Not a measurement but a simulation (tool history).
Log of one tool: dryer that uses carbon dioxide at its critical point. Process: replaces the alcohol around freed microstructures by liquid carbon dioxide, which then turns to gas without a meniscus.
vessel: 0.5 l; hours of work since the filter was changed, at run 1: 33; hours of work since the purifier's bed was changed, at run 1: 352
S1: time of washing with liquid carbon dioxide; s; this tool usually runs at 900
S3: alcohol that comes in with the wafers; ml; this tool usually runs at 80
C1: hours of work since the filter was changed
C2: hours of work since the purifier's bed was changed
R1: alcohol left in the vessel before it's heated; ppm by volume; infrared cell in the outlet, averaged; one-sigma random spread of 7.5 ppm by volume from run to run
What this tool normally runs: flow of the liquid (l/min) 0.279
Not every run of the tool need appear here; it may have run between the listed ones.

run 1 hour=0 | S1=900 flow_of_the_liquid_(l/min)=0.279 S3=80 | C1=33 C2=352 | R1=417
run 2 hour=32.9 | S1=900 flow_of_the_liquid_(l/min)=0.279 S3=80 | C1=48 C2=368 | R1=420
run 3 hour=51.4 | S1=900 flow_of_the_liquid_(l/min)=0.279 S3=80 | C1=57 C2=377 | R1=416
run 4 hour=70.2 | S1=900 flow_of_the_liquid_(l/min)=0.279 S3=80 | C1=66 C2=385 | R1=429
run 5 hour=87 | S1=900 flow_of_the_liquid_(l/min)=0.279 S3=35 | C1=74 C2=393 | R1=204
run 6 hour=109.7 | S1=900 flow_of_the_liquid_(l/min)=0.279 S3=35 | C1=85 C2=404 | R1=207
run 7 hour=128.3 | S1=900 flow_of_the_liquid_(l/min)=0.279 S3=35 | C1=94 C2=413 | R1=226
run 8 hour=148.4 | S1=900 flow_of_the_liquid_(l/min)=0.279 S3=35 | C1=103 C2=423 | R1=225
run 9 hour=167.3 | S1=900 flow_of_the_liquid_(l/min)=0.279 S3=35 | C1=112 C2=432 | R1=230
run 10 hour=184.9 | S1=900 flow_of_the_liquid_(l/min)=0.279 S3=35 | C1=121 C2=440 | R1=218
run 11 hour=207.2 | S1=900 flow_of_the_liquid_(l/min)=0.279 S3=35 | C1=131 C2=451 | R1=224
run 12 hour=222.8 | S1=900 flow_of_the_liquid_(l/min)=0.279 S3=45 | C1=139 C2=458 | R1=277
run 13 hour=247.9 | S1=1320 flow_of_the_liquid_(l/min)=0.279 S3=115 | C1=151 C2=470 | R1=87
run 14 hour=262.4 | S1=1020 flow_of_the_liquid_(l/min)=0.211 S3=80 | C1=158 C2=477 | R1=992
run 15 hour=279.4 | S1=1020 flow_of_the_liquid_(l/min)=0.203 S3=80 | C1=166 C2=485 | R1=1182
run 16 hour=301.6 | S1=900 flow_of_the_liquid_(l/min)=0.279 S3=22 | C1=176 C2=496 | R1=164
run 17 hour=317.9 | S1=720 flow_of_the_liquid_(l/min)=0.185 S3=103 | C1=184 C2=503 | R1=8720
run 18 hour=346.1 | S1=900 flow_of_the_liquid_(l/min)=0.405 S3=80 | C1=197 C2=517 | R1=87

Run 19 comes next. What will it give?
run 19 hour=376.9 | S1=1200 flow_of_the_liquid_(l/min)=0.279 S3=29 | C1=212 C2=531 | R1=?

R1: 73 ppm by volume
With no hidden state in the tool, this same run would have given R1 25 ppm by volume.

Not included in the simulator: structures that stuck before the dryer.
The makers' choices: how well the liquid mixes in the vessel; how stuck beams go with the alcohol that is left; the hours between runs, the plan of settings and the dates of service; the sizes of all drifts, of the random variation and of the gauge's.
